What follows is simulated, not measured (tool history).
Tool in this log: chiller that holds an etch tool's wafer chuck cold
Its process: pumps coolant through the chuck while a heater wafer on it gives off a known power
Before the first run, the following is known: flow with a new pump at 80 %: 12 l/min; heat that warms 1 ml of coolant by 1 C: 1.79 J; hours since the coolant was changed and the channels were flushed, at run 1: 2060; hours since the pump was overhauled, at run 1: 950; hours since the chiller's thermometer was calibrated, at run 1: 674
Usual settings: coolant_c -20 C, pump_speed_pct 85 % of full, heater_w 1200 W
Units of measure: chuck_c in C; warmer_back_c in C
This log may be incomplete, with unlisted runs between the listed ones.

run    hour  coolant_c  pump_speed_pct  heater_w  hours since the coolant was changed and the channels were flushed  hours since the pump was overhauled  hours since the chiller's thermometer was calibrated  chuck_c  warmer_back_c
  1     0.0        -20              85      1200                                                               2060                                  950                                                   674     -8.5           3.19
  2    52.8        -22              85      1200                                                               2113                                 1002                                                   726    -10.7           3.25
  3   124.6        -22              85      1200                                                               2185                                 1074                                                   798    -10.7           3.22
  4   166.5        -20              64      1200                                                               2227                                 1116                                                   840     -6.4           4.32
  5   212.9        -20              64      1200                                                               2273                                 1163                                                   886     -6.5           4.30
  6   267.9        -20              64      1200                                                               2328                                 1217                                                   941     -6.5           4.32
  7   308.7        -20              67      1200                                                               2369                                 1258                                                   982     -6.7           4.10
  8   363.0        -20              67      1200                                                               2424                                 1313                                                  1037     -6.6           4.11
  9   430.4        -20              67      1200                                                               2491                                 1380                                                  1104     -6.7           4.16
 10   472.4        -20              67      1200                                                               2533                                 1422                                                  1146     -6.6           4.19
 11   549.2        -18              85      1200                                                               2610                                 1499                                                  1223     -6.4           3.26
 12   638.4        -18              85      1200                                                               2699                                 1588                                                  1312     -6.3           3.22
 13   731.8        -18              88      1200                                                               2792                                 1681                                                  1405     -6.4           3.13
 14   780.7        -18              88      1200                                                               2841                                 1730                                                  1454     -6.2           3.21
 15   850.6        -18              88      1200                                                               2911                                 1800                                                  1524     -6.3           3.15
 16   924.4        -14              88      1504                                                               2985                                 1874                                                  1598      0.5           3.94
 17   989.6        -20              64       606                                                               3050                                 1939                                                  1663    -13.1           2.23
 18  1081.0        -15              70      1658                                                               3141                                 2031                                                  1754      3.7           5.55
 19  1146.0        -12              85      1576                                                               3207                                 2096                                                  1820      3.9           4.31
 20  1216.4        -12              85      1576                                                               3277                                 2166                                                  1890      4.0           4.33
 21  1305.3        -12              85      1576                                                               3366                                 2255                                                  1979      3.8           4.32
 22  1373.6        -12              73      1576                                                               3434                                 2323                                                  2047      5.4           5.06

Consider 4 possible next runs. They are alternatives, not a sequence: every one starts from the tool as it was left by run 22. What does each give?
  A  1459.2        -13              90      1200                                                               3520                                 2409                                                  2133        ?              ?
  B  1459.2        -29              72      1146                                                               3520                                 2409                                                  2133        ?              ?
  C  1459.2        -11              73      1576                                                               3520                                 2409                                                  2133        ?              ?
  D  1459.2        -29              68      1164                                                               3520                                 2409                                                  2133        ?              ?

run  chuck_c  warmer_back_c
  A     -1.4           3.18
  B    -16.2           3.73
  C      6.6           5.04
  D    -15.5           3.98
What these runs would have given with no unlogged condition in the tool:
run  chuck_c  warmer_back_c
  A     -2.9           3.03
  B    -17.8           3.56
  C      4.2           4.81
  D    -17.2           3.80
